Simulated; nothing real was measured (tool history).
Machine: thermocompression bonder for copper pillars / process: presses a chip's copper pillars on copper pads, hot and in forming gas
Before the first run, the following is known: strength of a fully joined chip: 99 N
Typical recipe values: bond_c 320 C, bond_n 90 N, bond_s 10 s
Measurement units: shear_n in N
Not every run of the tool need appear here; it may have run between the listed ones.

run   hour  bond_c  bond_n  bond_s  shear_n
  1      0     320      90      10     69.6
       2.9  -- forming gas filter changed
  2   42.8     320      90      10     72.6
  3   64.1     320      90      10     72.8
  4  113.8     320      90      10     72.5
  5  157.1     320      90       9     69.2
  6  201.7     320      90      10     71.5
  7    222     320      90      10     71.6
  8  243.2     320      90      10     71.5
  9  285.8     320      90      10     70.7
 10  327.3     299      90      10     63.5
 11  373.7     299      90      10     62.7
 12  401.7     320      69      10       58
       427  -- forming gas filter changed
 13  439.6     320      69      10     60.7
 14  486.6     320      69      12     63.7
 15  521.6     300      65      10     49.3
 16  558.5     294      73      10     52.4
 17  592.3     294      73      10       52
 18  626.6     298      73      10     52.8
 19  676.2     298      73      10     53.3
 20  726.1     298      73      10     52.8

Run 21 comes next. What will it give?
 21  747.1     322      88      10        ?

Run 21 came out at shear_n 71.3 N.
Were there no unlogged condition in the tool, this run, its random variation unchanged, would have produced shear_n 71.1 N.

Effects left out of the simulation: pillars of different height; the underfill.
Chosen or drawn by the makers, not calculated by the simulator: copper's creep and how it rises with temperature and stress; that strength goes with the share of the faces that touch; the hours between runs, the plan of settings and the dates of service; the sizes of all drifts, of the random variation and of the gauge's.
